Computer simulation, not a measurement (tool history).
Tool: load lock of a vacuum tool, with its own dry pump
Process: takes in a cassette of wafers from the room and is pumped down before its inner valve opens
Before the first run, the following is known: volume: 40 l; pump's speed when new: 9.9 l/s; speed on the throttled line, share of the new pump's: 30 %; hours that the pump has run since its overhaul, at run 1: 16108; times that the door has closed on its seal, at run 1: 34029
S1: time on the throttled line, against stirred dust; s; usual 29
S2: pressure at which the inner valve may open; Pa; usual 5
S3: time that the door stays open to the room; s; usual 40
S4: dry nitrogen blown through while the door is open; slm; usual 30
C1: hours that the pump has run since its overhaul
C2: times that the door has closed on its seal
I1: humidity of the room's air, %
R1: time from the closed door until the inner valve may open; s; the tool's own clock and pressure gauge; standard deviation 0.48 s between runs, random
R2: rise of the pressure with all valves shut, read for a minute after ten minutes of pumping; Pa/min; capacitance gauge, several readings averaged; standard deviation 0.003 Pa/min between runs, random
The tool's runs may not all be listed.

{"run": 1, "hour": 0.0, "S1": 29, "S2": 5, "S3": 40, "S4": 30, "C1": 16108, "C2": 34029, "I1": 43.6, "R1": 65.8, "R2": 0.24}
{"run": 2, "hour": 475.4, "S1": 29, "S2": 4, "S3": 40, "S4": 30, "C1": 16583, "C2": 34944, "I1": 42.2, "R1": 68, "R2": 0.251}
{"run": 3, "hour": 846.7, "S1": 29, "S2": 8, "S3": 40, "S4": 30, "C1": 16955, "C2": 35659, "I1": 44.5, "R1": 63.9, "R2": 0.253}
{"run": 4, "hour": 1227.3, "S1": 29, "S2": 5, "S3": 40, "S4": 30, "C1": 17335, "C2": 36391, "I1": 45.7, "R1": 67, "R2": 0.27}
{"run": 5, "hour": 1515.8, "S1": 29, "S2": 5, "S3": 31, "S4": 30, "C1": 17624, "C2": 36947, "I1": 44.8, "R1": 67.4, "R2": 0.273}
{"run": 6, "hour": 1733.6, "S1": 29, "S2": 5, "S3": 40, "S4": 30, "C1": 17841, "C2": 37366, "I1": 43.9, "R1": 67, "R2": 0.278}
{"run": 7, "hour": 2209.1, "S1": 29, "S2": 5, "S3": 40, "S4": 30, "C1": 18317, "C2": 38281, "I1": 46, "R1": 66.3, "R2": 0.299}
{"run": 8, "hour": 2560.2, "S1": 29, "S2": 5, "S3": 40, "S4": 30, "C1": 18668, "C2": 38957, "I1": 45.8, "R1": 67, "R2": 0.288}
{"run": 9, "hour": 2796.6, "S1": 29, "S2": 5, "S3": 40, "S4": 30, "C1": 18904, "C2": 39412, "I1": 46, "R1": 67, "R2": 0.306}
{"run": 10, "hour": 3256.2, "S1": 29, "S2": 5, "S3": 40, "S4": 30, "C1": 19364, "C2": 40296, "I1": 44, "R1": 68.1, "R2": 0.311}
{"run": 11, "hour": 3534.5, "S1": 29, "S2": 5, "S3": 40, "S4": 30, "C1": 19642, "C2": 40832, "I1": 43.6, "R1": 67.8, "R2": 0.314}
{"run": 12, "hour": 3907.9, "S1": 29, "S2": 5, "S3": 40, "S4": 30, "C1": 20016, "C2": 41551, "I1": 45.6, "R1": 68, "R2": 0.324}
{"run": 13, "hour": 4203.1, "S1": 29, "S2": 5, "S3": 40, "S4": 30, "C1": 20311, "C2": 42119, "I1": 43.5, "R1": 68.2, "R2": 0.324}
{"run": 14, "hour": 4437.4, "S1": 29, "S2": 5, "S3": 40, "S4": 30, "C1": 20545, "C2": 42569, "I1": 47.3, "R1": 67.8, "R2": 0.337}
{"run": 15, "hour": 4685.9, "S1": 29, "S2": 5, "S3": 40, "S4": 30, "C1": 20794, "C2": 43048, "I1": 48.5, "R1": 67.8, "R2": 0.343}
{"run": 16, "hour": 4999.4, "S1": 29, "S2": 5, "S3": 40, "S4": 30, "C1": 21107, "C2": 43651, "I1": 45.7, "R1": 68.6, "R2": 0.35}
{"run": 17, "hour": 5325.6, "S1": 29, "S2": 5, "S3": 40, "S4": 30, "C1": 21434, "C2": 44279, "I1": 46.5, "R1": 68.5, "R2": 0.358}
{"run": 18, "hour": 5692.4, "S1": 29, "S2": 5, "S3": 40, "S4": 30, "C1": 21800, "C2": 44985, "I1": 45.9, "R1": 68.9, "R2": 0.362}
{"run": 19, "hour": 6104.5, "S1": 40, "S2": 8, "S3": 40, "S4": 39, "C1": 22212, "C2": 45778, "I1": 42, "R1": 72.9, "R2": 0.376}
{"hour": 6387.8, "done": "dry pump taken out, an overhauled one fitted"}
{"run": 20, "hour": 6564.2, "S1": 52, "S2": 8, "S3": 40, "S4": 39, "C1": 176, "C2": 46651, "I1": 44.5, "R1": 75.8, "R2": 0.389}
{"run": 21, "hour": 7017.2, "S1": 52, "S2": 8, "S3": 40, "S4": 39, "C1": 629, "C2": 47523, "I1": 46, "R1": 75.8, "R2": 0.402}
{"run": 22, "hour": 7304.1, "S1": 52, "S2": 8, "S3": 40, "S4": 39, "C1": 916, "C2": 48075, "I1": 45.7, "R1": 75.3, "R2": 0.407}
{"run": 23, "hour": 7706.0, "S1": 29, "S2": 4, "S3": 40, "S4": 13, "C1": 1318, "C2": 48849, "I1": 46.1, "R1": 62, "R2": 0.436}
{"run": 24, "hour": 7945.8, "S1": 55, "S2": 8, "S3": 26, "S4": 11, "C1": 1558, "C2": 49310, "I1": 47.3, "R1": 77.8, "R2": 0.441}
{"run": 25, "hour": 8393.0, "S1": 55, "S2": 8, "S3": 26, "S4": 11, "C1": 2005, "C2": 50171, "I1": 47.4, "R1": 77.8, "R2": 0.442}
{"run": 26, "hour": 8595.4, "S1": 55, "S2": 8, "S3": 26, "S4": 11, "C1": 2208, "C2": 50560, "I1": 44, "R1": 78.4, "R2": 0.446}
{"run": 27, "hour": 8957.1, "S1": 29, "S2": 5, "S3": 83, "S4": 5, "C1": 2569, "C2": 51257, "I1": 44.7, "R1": 61.3, "R2": 0.475}
{"run": 28, "hour": 9287.7, "S1": 18, "S2": 6, "S3": 80, "S4": 13, "C1": 2900, "C2": 51893, "I1": 45.6, "R1": 53.9, "R2": 0.481}
{"run": 29, "hour": 9536.0, "S1": 29, "S2": 7, "S3": 40, "S4": 32, "C1": 3148, "C2": 52371, "I1": 47.4, "R1": 60.9, "R2": 0.472}
{"run": 30, "hour": 9982.6, "S1": 26, "S2": 5, "S3": 27, "S4": 7, "C1": 3595, "C2": 53230, "I1": 45.2, "R1": 60, "R2": 0.495}
{"run": 31, "hour": 10408.2, "S1": 29, "S2": 8, "S3": 40, "S4": 18, "C1": 4020, "C2": 54049, "I1": 42.4, "R1": 59.9, "R2": 0.495}
{"run": 32, "hour": 10806.6, "S1": 29, "S2": 8, "S3": 40, "S4": 18, "C1": 4419, "C2": 54816, "I1": 45.8, "R1": 60.2, "R2": 0.514}
{"run": 33, "hour": 11147.6, "S1": 29, "S2": 8, "S3": 87, "S4": 18, "C1": 4760, "C2": 55473, "I1": 46.9, "R1": 59.5, "R2": 0.53}

What does the tool deliver on the next run?
{"run": 34, "hour": 11528.9, "S1": 29, "S2": 8, "S3": 87, "S4": 18, "C1": 5141, "C2": 56206, "I1": 45.2, "R1": "?", "R2": "?"}

Run 34 produced R1 60.6 s, R2 0.532 Pa/min.
The same run, on a tool lacking any hidden state, would have yielded R1 59.4 s, R2 0.027 Pa/min.
